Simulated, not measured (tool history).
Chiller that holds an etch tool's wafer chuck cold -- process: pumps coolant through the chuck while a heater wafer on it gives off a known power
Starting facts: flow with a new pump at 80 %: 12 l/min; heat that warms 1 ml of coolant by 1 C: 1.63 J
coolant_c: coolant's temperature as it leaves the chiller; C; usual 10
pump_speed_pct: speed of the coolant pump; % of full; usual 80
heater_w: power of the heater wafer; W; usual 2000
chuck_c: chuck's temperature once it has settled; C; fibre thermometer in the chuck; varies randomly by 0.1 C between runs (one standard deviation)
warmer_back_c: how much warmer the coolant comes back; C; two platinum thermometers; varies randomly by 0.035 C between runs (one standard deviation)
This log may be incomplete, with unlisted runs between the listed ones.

run	day	coolant_c	pump_speed_pct	heater_w	chuck_c	warmer_back_c
1	0	10	80	2000	23.8	6.17
2	0.554	10	80	2000	23.9	6.19
3	1.196	10	67	2000	25.6	7.67
4	2.067	10	80	2000	23.9	6.22
5	2.762	10	64	2000	26.2	8.03
6	3.5	8	64	2000	24.1	8.06
7	4.412	8	64	1854	22.9	7.38
8	5.654	10	80	2000	24	6.19
9	6.496	10	80	2000	23.9	6.15
10	7.246	10	80	2000	24.1	6.15
11	7.95	10	80	2000	24.1	6.24
12	9.208	10	98	2000	22.4	4.92
13	10.379	10	80	2881	30.3	8.92
14	11.379	10	80	2881	30.2	8.98
15	12.617	10	80	2000	24.2	6.17
16	13.625	10	80	2000	23.9	6.22
17	14.717	10	80	2000	24.1	6.2
18	15.879	10	85	2690	28.3	7.8
19	16.742	10	69	1258	19.8	4.59
20	17.5	10	69	1258	19.8	4.6
21	18.767	15	69	1793	28.9	6.63
# day 18.912: chiller's thermometer calibrated
22	19.921	20	81	2912	40.3	9.03
23	20.746	20	81	2912	40.2	8.95
24	21.975	19	92	2000	31.9	5.34
25	22.625	10	80	2000	24	6.26
26	23.621	14	82	2000	27.8	6.11
# day 24.721: chiller's thermometer calibrated, once more
27	24.817	8	89	1168	15.7	3.23
28	25.912	0	72	1168	8.9	4.12
29	26.558	16	82	1918	29.4	5.82

Run 30 is up next; what results do you expect?
30	27.592	16	82	1918	?	?

chuck_c: 29.3 C
warmer_back_c: 5.84 C
On a tool with no hidden condition, and with the same random variation, this run would have come out at chuck_c 28.3 C, warmer_back_c 5.74 C.
